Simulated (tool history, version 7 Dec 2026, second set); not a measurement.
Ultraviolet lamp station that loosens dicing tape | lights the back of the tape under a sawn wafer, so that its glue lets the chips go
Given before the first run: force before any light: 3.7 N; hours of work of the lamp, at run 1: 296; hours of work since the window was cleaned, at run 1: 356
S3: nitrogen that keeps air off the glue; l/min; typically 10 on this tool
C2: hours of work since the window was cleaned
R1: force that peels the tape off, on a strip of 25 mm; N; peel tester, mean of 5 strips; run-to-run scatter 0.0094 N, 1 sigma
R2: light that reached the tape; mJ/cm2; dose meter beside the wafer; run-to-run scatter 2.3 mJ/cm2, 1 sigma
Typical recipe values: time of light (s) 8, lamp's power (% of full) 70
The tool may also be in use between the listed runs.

run 1 hour=0 | time_of_light_(s)=8 lamp's_power_(%_of_full)=70 S3=10 | hours_of_work_of_the_lamp=296 C2=356 | R1=0.556 R2=175
run 2 hour=10 | time_of_light_(s)=8 lamp's_power_(%_of_full)=70 S3=10 | hours_of_work_of_the_lamp=303 C2=363 | R1=0.549 R2=172
run 3 hour=19.3 | time_of_light_(s)=8 lamp's_power_(%_of_full)=70 S3=10 | hours_of_work_of_the_lamp=310 C2=370 | R1=0.56 R2=173
-- hour=26.8 window cleaned of glue's vapour
run 4 hour=30.1 | time_of_light_(s)=8 lamp's_power_(%_of_full)=70 S3=10 | hours_of_work_of_the_lamp=317 C2=2 | R1=0.527 R2=188
run 5 hour=36.3 | time_of_light_(s)=8 lamp's_power_(%_of_full)=70 S3=9 | hours_of_work_of_the_lamp=321 C2=7 | R1=0.527 R2=184
run 6 hour=43.6 | time_of_light_(s)=8 lamp's_power_(%_of_full)=70 S3=9 | hours_of_work_of_the_lamp=327 C2=12 | R1=0.542 R2=184
run 7 hour=51.4 | time_of_light_(s)=8 lamp's_power_(%_of_full)=70 S3=9 | hours_of_work_of_the_lamp=332 C2=18 | R1=0.538 R2=187
run 8 hour=59.6 | time_of_light_(s)=8 lamp's_power_(%_of_full)=70 S3=5 | hours_of_work_of_the_lamp=338 C2=23 | R1=0.795 R2=181
run 9 hour=64.4 | time_of_light_(s)=9 lamp's_power_(%_of_full)=70 S3=10 | hours_of_work_of_the_lamp=341 C2=27 | R1=0.425 R2=205
run 10 hour=72 | time_of_light_(s)=9 lamp's_power_(%_of_full)=70 S3=10 | hours_of_work_of_the_lamp=347 C2=32 | R1=0.435 R2=202
run 11 hour=80.7 | time_of_light_(s)=12 lamp's_power_(%_of_full)=70 S3=10 | hours_of_work_of_the_lamp=353 C2=39 | R1=0.281 R2=273
run 12 hour=90.8 | time_of_light_(s)=8 lamp's_power_(%_of_full)=78 S3=10 | hours_of_work_of_the_lamp=360 C2=46 | R1=0.433 R2=200
run 13 hour=100.5 | time_of_light_(s)=8 lamp's_power_(%_of_full)=78 S3=9 | hours_of_work_of_the_lamp=367 C2=53 | R1=0.473 R2=197
run 14 hour=109 | time_of_light_(s)=8 lamp's_power_(%_of_full)=94 S3=3 | hours_of_work_of_the_lamp=373 C2=59 | R1=0.757 R2=240
run 15 hour=119.5 | time_of_light_(s)=8 lamp's_power_(%_of_full)=94 S3=3 | hours_of_work_of_the_lamp=381 C2=66 | R1=0.758 R2=238
run 16 hour=125.1 | time_of_light_(s)=8 lamp's_power_(%_of_full)=68 S3=10 | hours_of_work_of_the_lamp=385 C2=70 | R1=0.567 R2=171
run 17 hour=132.2 | time_of_light_(s)=9 lamp's_power_(%_of_full)=61 S3=7 | hours_of_work_of_the_lamp=390 C2=75 | R1=0.691 R2=173
run 18 hour=141.3 | time_of_light_(s)=15 lamp's_power_(%_of_full)=79 S3=14 | hours_of_work_of_the_lamp=396 C2=82 | R1=0.195 R2=372
run 19 hour=151.2 | time_of_light_(s)=4 lamp's_power_(%_of_full)=90 S3=10 | hours_of_work_of_the_lamp=403 C2=89 | R1=1.073 R2=112

Some steps in R1 between neighbouring runs. How much of each would the tool show without its hidden state too (settings, what came in, random variation), and how much is left for the hidden state, with any gauge scatter that isn't in both results?
Hidden conditions of the tool in this case: lamp's light, % of a new lamp's; light that the window lets through, % of a clean one's; drift of the gauge itself on peel_n, %; drift of the gauge itself on dose_mj_cm2, %.
Run 18 -> 19: time of light (s) 15 -> 4, lamp's power (% of full) 79 -> 90, S3 14 -> 10. R1 +0.878 N: hidden state +0.249, all else +0.629.
